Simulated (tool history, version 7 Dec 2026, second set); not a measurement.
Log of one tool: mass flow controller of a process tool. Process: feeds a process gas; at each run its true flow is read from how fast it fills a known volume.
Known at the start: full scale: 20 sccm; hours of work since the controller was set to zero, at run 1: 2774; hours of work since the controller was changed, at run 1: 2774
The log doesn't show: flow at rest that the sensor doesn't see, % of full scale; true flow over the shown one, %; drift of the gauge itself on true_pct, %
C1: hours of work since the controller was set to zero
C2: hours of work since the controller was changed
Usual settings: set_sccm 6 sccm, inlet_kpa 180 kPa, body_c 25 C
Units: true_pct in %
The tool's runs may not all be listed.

{"run": 1, "hour": 0.0, "set_sccm": 6, "inlet_kpa": 180, "body_c": 25, "C1": 2774, "C2": 2774, "true_pct": 99.19}
{"run": 2, "hour": 254.9, "set_sccm": 6, "inlet_kpa": 180, "body_c": 25, "C1": 2914, "C2": 2914, "true_pct": 99.04}
{"run": 3, "hour": 683.8, "set_sccm": 6, "inlet_kpa": 180, "body_c": 25, "C1": 3149, "C2": 3149, "true_pct": 99.07}
{"run": 4, "hour": 1045.5, "set_sccm": 6, "inlet_kpa": 180, "body_c": 25, "C1": 3347, "C2": 3347, "true_pct": 99.02}
{"run": 5, "hour": 1238.4, "set_sccm": 6, "inlet_kpa": 180, "body_c": 25, "C1": 3453, "C2": 3453, "true_pct": 99.03}
{"run": 6, "hour": 1697.2, "set_sccm": 3, "inlet_kpa": 238, "body_c": 21, "C1": 3704, "C2": 3704, "true_pct": 96.84}
{"run": 7, "hour": 2027.1, "set_sccm": 3, "inlet_kpa": 238, "body_c": 21, "C1": 3885, "C2": 3885, "true_pct": 96.79}
{"run": 8, "hour": 2293.9, "set_sccm": 3, "inlet_kpa": 238, "body_c": 32, "C1": 4031, "C2": 4031, "true_pct": 97.63}

Run 9 comes next. What will it give?
{"run": 9, "hour": 2719.3, "set_sccm": 3, "inlet_kpa": 238, "body_c": 32, "C1": 4264, "C2": 4264, "true_pct": "?"}

{"run 9": {"true_pct": 97.37}}
Without the tool's hidden state the same run would have given true_pct 99.43 %.

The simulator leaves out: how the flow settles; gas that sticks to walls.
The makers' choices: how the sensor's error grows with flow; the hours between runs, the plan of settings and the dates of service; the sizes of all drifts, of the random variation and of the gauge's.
